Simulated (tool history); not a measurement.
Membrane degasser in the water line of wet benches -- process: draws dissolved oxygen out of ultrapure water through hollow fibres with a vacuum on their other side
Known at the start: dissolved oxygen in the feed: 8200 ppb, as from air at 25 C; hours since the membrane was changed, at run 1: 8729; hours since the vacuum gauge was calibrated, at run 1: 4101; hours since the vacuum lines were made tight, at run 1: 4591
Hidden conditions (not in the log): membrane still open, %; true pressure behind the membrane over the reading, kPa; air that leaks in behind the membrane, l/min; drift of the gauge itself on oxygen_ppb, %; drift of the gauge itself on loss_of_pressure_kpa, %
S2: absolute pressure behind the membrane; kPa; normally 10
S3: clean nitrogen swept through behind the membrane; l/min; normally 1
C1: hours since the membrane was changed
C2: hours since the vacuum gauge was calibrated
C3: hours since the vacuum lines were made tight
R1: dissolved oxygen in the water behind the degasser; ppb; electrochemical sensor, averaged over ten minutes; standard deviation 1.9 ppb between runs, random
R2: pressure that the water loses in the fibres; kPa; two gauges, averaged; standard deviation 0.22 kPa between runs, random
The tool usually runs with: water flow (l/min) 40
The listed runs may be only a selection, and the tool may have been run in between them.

Run 1, day 0: usual settings; C1 8729; C2 4101; C3 4591. Result: R1 530 ppb, R2 53.37 kPa.
Run 2, day 6.929: usual settings but S2 17.9 kPa; C1 8895; C2 4267; C3 4757. Result: R1 1058.8 ppb, R2 53.36 kPa.
Run 3, day 14.121: usual settings but S2 17.9 kPa; C1 9068; C2 4440; C3 4930. Result: R1 1059.3 ppb, R2 53.15 kPa.
Run 4, day 21.012: usual settings but water flow (l/min) 30; C1 9233; C2 4605; C3 5095. Result: R1 416.9 ppb, R2 39.83 kPa.
Run 5, day 29.25: usual settings but water flow (l/min) 30; C1 9431; C2 4803; C3 5293. Result: R1 412 ppb, R2 39.93 kPa.
Run 6, day 40.538: usual settings but water flow (l/min) 30; C1 9702; C2 5074; C3 5564. Result: R1 415.2 ppb, R2 40.22 kPa.
Run 7, day 50.138: usual settings but water flow (l/min) 30; C1 9932; C2 5304; C3 5794. Result: R1 413.3 ppb, R2 40.13 kPa.
Run 8, day 58.029: usual settings but water flow (l/min) 30; C1 10122; C2 5494; C3 5984. Result: R1 413.9 ppb, R2 39.92 kPa.
Run 9, day 69.558: usual settings but water flow (l/min) 24; C1 10398; C2 5770; C3 6260. Result: R1 344.6 ppb, R2 31.76 kPa.
Run 10, day 76.829: usual settings but water flow (l/min) 24; C1 10573; C2 5945; C3 6435. Result: R1 344.5 ppb, R2 31.59 kPa.
Run 11, day 86.479: usual settings; C1 10804; C2 6176; C3 6666. Result: R1 524.5 ppb, R2 52.74 kPa.
Run 12, day 92.125: usual settings; C1 10940; C2 6312; C3 6802. Result: R1 526.8 ppb, R2 53.02 kPa.
Run 13, day 102.438: usual settings; C1 11187; C2 6559; C3 7049. Result: R1 525.9 ppb, R2 53.11 kPa.
Run 14, day 109.292: usual settings; C1 11352; C2 6724; C3 7214. Result: R1 527.4 ppb, R2 52.91 kPa.
Run 15, day 117.796: usual settings; C1 11556; C2 6928; C3 7418. Result: R1 528.7 ppb, R2 52.74 kPa.
Run 16, day 125: usual settings but water flow (l/min) 57, S3 2.15 l/min; C1 11729; C2 7101; C3 7591. Result: R1 410.4 ppb, R2 75.04 kPa.
Run 17, day 133.292: usual settings but water flow (l/min) 57, S3 2.15 l/min; C1 11928; C2 7300; C3 7790. Result: R1 413.6 ppb, R2 75.3 kPa.
Run 18, day 143.658: usual settings but water flow (l/min) 57, S2 7.5 kPa, S3 1.17 l/min; C1 12177; C2 7549; C3 8039. Result: R1 426.3 ppb, R2 75.42 kPa.
Run 19, day 148.796: usual settings but water flow (l/min) 45, S2 9 kPa, S3 0.54 l/min; C1 12300; C2 7672; C3 8162. Result: R1 759 ppb, R2 59.33 kPa.
Run 20, day 155.15: usual settings but water flow (l/min) 56, S2 8.9 kPa, S3 2.64 l/min; C1 12452; C2 7825; C3 8314. Result: R1 300.3 ppb, R2 73.81 kPa.
Run 21, day 160.988: usual settings but water flow (l/min) 27, S2 14.9 kPa, S3 2.64 l/min; C1 12593; C2 7965; C3 8455. Result: R1 273.7 ppb, R2 35.71 kPa.
Run 22, day 170.258: usual settings but water flow (l/min) 27, S2 14.9 kPa, S3 2.64 l/min; C1 12815; C2 8187; C3 8677. Result: R1 274.4 ppb, R2 35.37 kPa.
At day 180.812: vacuum gauge calibrated.
Run 23, day 181.892: usual settings but water flow (l/min) 27, S2 14.9 kPa, S3 2.64 l/min; C1 13094; C2 26; C3 8956. Result: R1 275.7 ppb, R2 35.42 kPa.
Run 24, day 191.196: usual settings but water flow (l/min) 27, S2 14.9 kPa, S3 2.64 l/min; C1 13317; C2 249; C3 9179. Result: R1 276.8 ppb, R2 35.39 kPa.
Run 25, day 199.412: usual settings but water flow (l/min) 47, S3 2.23 l/min; C1 13514; C2 446; C3 9376. Result: R1 326.6 ppb, R2 61.54 kPa.
Run 26, day 211.204: usual settings but water flow (l/min) 47, S2 8.6 kPa, S3 0.92 l/min; C1 13797; C2 729; C3 9659. Result: R1 513.8 ppb, R2 60.99 kPa.
Run 27, day 220.762: usual settings but water flow (l/min) 47, S2 6.7 kPa, S3 0.53 l/min; C1 14027; C2 959; C3 9889. Result: R1 498.9 ppb, R2 61.39 kPa.
At day 223.392: gauge calibrated.
Run 28, day 227.042: usual settings but S2 9.9 kPa, S3 2.55 l/min; C1 14177; C2 1109; C3 10039. Result: R1 244.7 ppb, R2 53.44 kPa.
Run 29, day 232.821: usual settings but water flow (l/min) 26, S2 14.1 kPa, S3 1.3 l/min; C1 14316; C2 1248; C3 10178. Result: R1 463.5 ppb, R2 34.57 kPa.

How the hidden state differs across the entries between the runs, from the last listed run before each to the first after it:
Between runs 22 and 23: vacuum gauge calibrated (day 180.812)
  true pressure behind the membrane over the reading, kPa: 0.01 -> 0; drift of the gauge itself on loss_of_pressure_kpa, %: -1.74 -> -1.86
  the result without the hidden state subtracted from the measured one, R2: -0.6 -> -0.65 kPa
Between runs 27 and 28: gauge calibrated (day 223.392)
  drift of the gauge itself on loss_of_pressure_kpa, %: -2.25 -> -0.04
  the result without the hidden state subtracted from the measured one, R2: -1.37 -> +0.02 kPa

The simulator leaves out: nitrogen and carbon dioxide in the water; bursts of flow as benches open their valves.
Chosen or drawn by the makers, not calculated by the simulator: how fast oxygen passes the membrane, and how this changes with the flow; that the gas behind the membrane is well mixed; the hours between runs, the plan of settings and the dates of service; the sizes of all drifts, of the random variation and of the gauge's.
